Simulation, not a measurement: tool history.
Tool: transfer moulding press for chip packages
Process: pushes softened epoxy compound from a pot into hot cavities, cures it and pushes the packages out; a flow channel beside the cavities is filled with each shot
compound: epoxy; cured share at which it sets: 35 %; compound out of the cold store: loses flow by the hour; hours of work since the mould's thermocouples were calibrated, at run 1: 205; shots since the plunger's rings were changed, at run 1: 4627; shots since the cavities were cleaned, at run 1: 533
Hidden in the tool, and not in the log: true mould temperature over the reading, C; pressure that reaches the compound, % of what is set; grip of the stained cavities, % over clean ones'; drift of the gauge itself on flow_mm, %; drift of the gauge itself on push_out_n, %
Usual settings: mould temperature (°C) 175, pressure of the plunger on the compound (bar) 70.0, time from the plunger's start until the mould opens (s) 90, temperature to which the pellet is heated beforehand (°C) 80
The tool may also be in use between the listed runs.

| run | hour | mould temperature (°C) | pressure of the plunger on the compound (bar) | time from the plunger's start until the mould opens (s) | temperature to which the pellet is heated beforehand (°C) | hours of work since the mould's thermocouples were calibrated | shots since the plunger's rings were changed | shots since the cavities were cleaned | incoming compound's hours out of the cold store | length that the compound runs in the flow channel (mm) | greatest force on the pins that push the packages out (N) |
|---|---|---|---|---|---|---|---|---|---|---|---|
| 1 | 0.0 | 175 | 70.0 | 90 | 80 | 205 | 4627 | 533 | 38.1 | 788 | 701 |
|  | 6.7 | plunger's sealing rings changed |
|  | 8.2 | cavities cleaned with cleaning compound and waxed |
| 2 | 11.4 | 175 | 70.0 | 90 | 80 | 209 | 33 | 33 | 24.9 | 877 | 447 |
| 3 | 24.1 | 175 | 70.0 | 90 | 80 | 215 | 169 | 169 | 44.8 | 833 | 528 |
| 4 | 39.3 | 175 | 70.0 | 90 | 80 | 223 | 329 | 329 | 32.7 | 855 | 630 |
| 5 | 48.4 | 175 | 70.0 | 90 | 80 | 227 | 427 | 427 | 13.9 | 899 | 660 |
| 6 | 59.5 | 175 | 70.0 | 121 | 80 | 233 | 544 | 544 | 34.5 | 850 | 592 |
|  | 63.9 | cavities cleaned with cleaning compound and waxed |
| 7 | 74.8 | 175 | 70.0 | 90 | 77 | 240 | 690 | 115 | 10.4 | 906 | 492 |
| 8 | 88.4 | 175 | 70.0 | 90 | 77 | 246 | 834 | 259 | 38.0 | 832 | 578 |
| 9 | 96.4 | 175 | 70.0 | 108 | 80 | 250 | 919 | 344 | 25.5 | 865 | 543 |
| 10 | 111.7 | 175 | 70.0 | 90 | 80 | 258 | 1082 | 507 | 20.5 | 869 | 674 |
|  | 119.7 | cavities cleaned with cleaning compound and waxed |
| 11 | 130.6 | 175 | 70.0 | 90 | 80 | 267 | 1267 | 116 | 9.4 | 899 | 512 |
| 12 | 140.4 | 175 | 70.0 | 90 | 80 | 271 | 1371 | 220 | 25.0 | 852 | 564 |
| 13 | 158.4 | 175 | 70.0 | 90 | 80 | 280 | 1562 | 411 | 10.0 | 893 | 660 |
| 14 | 168.7 | 175 | 70.0 | 90 | 80 | 286 | 1671 | 520 | 35.3 | 827 | 669 |
|  | 175.2 | cavities cleaned with cleaning compound and waxed |
| 15 | 181.8 | 179 | 71.8 | 122 | 77 | 291 | 1793 | 69 | 16.5 | 871 | 392 |
| 16 | 196.1 | 179 | 71.8 | 122 | 77 | 298 | 1945 | 221 | 18.4 | 850 | 474 |
| 17 | 207.2 | 170 | 71.8 | 95 | 77 | 304 | 2062 | 338 | 23.9 | 888 | 736 |
| 18 | 217.5 | 182 | 76.7 | 110 | 77 | 309 | 2172 | 448 | 42.7 | 810 | 580 |
| 19 | 226.8 | 181 | 52.1 | 110 | 77 | 314 | 2271 | 547 | 45.3 | 664 | 577 |
|  | 230.5 | cavities cleaned with cleaning compound and waxed |
| 20 | 244.2 | 181 | 52.1 | 110 | 80 | 322 | 2440 | 146 | 22.1 | 708 | 457 |
| 21 | 259.3 | 183 | 70.0 | 81 | 80 | 329 | 2600 | 306 | 36.6 | 781 | 522 |
| 22 | 272.1 | 183 | 70.0 | 81 | 80 | 336 | 2735 | 441 | 27.4 | 800 | 611 |
| 23 | 280.4 | 183 | 70.0 | 81 | 80 | 340 | 2823 | 529 | 26.9 | 799 | 608 |
|  | 286.0 | cavities cleaned with cleaning compound and waxed |
| 24 | 296.3 | 175 | 69.9 | 90 | 81 | 347 | 2977 | 110 | 28.3 | 826 | 483 |
| 25 | 310.4 | 175 | 64.5 | 112 | 80 | 354 | 3125 | 258 | 22.1 | 804 | 527 |
| 26 | 325.1 | 174 | 80.4 | 107 | 75 | 361 | 3281 | 414 | 21.7 | 905 | 605 |
| 27 | 338.8 | 168 | 70.0 | 90 | 72 | 368 | 3427 | 560 | 46.1 | 821 | 976 |

Some steps in length that the compound runs in the flow channel (mm) between neighbouring runs. How much of each would the tool show without its hidden state too (settings, what came in, random variation), and how much is left for the hidden state, with any gauge scatter that isn't in both results?
Run 1 -> 2: plunger's sealing rings changed, cavities cleaned with cleaning compound and waxed. length that the compound runs in the flow channel (mm) +89: hidden state +60, all else +29.
Run 18 -> 19: mould temperature (°C) 182 -> 181, pressure of the plunger on the compound (bar) 76.7 -> 52.1. length that the compound runs in the flow channel (mm) -146: hidden state +4, all else -150.
Run 25 -> 26: mould temperature (°C) 175 -> 174, pressure of the plunger on the compound (bar) 64.5 -> 80.4, time from the plunger's start until the mould opens (s) 112 -> 107, temperature to which the pellet is heated beforehand (°C) 80 -> 75. length that the compound runs in the flow channel (mm) +101: hidden state -8, all else +109.

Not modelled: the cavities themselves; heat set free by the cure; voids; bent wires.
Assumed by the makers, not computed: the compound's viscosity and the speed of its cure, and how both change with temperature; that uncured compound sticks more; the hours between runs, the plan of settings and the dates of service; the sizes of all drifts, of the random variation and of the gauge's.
